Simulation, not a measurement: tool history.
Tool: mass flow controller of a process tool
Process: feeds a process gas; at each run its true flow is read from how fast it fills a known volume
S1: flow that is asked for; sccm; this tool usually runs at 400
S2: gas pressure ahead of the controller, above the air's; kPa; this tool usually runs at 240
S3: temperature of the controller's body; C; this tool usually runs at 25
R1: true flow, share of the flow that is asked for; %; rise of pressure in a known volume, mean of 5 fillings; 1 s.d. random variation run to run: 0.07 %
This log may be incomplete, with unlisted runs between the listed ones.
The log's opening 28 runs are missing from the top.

run,hour,S1,S2,S3,R1
29,1823.1,99,199,26,97.02
30,1896.6,99,199,26,96.88
31,1963.8,164,219,32,97.97
32,2004.6,56,170,20,96.00
33,2093.6,85,169,25,96.78
34,2173.5,264,152,27,98.16
35,2237.7,87,240,25,96.49
36,2325.0,400,240,22,98.31
37,2395.1,410,213,22,98.28
38,2456.2,66,212,23,96.06
39,2524.4,66,212,23,96.19
40,2564.4,66,212,23,96.27
41,2644.6,171,280,32,97.67
42,2706.7,74,152,21,96.16
43,2765.0,74,152,21,96.04
44,2854.0,311,152,31,98.73
45,2911.3,311,152,31,98.60
46,2986.0,454,166,39,100.30
47,3068.8,400,240,20,97.99
48,3149.0,133,240,20,96.27
49,3228.0,133,240,20,96.34

Alternative continuations, all from the tool just after run 49; predict every row:
A,3295.5,133,191,39,?
B,3295.5,72,173,37,?
C,3295.5,133,218,20,?

run,R1
A,98.16
B,97.38
C,96.27
Without the tool's unlogged condition, the same runs would have read:
run,R1
A,99.26
B,98.70
C,97.37
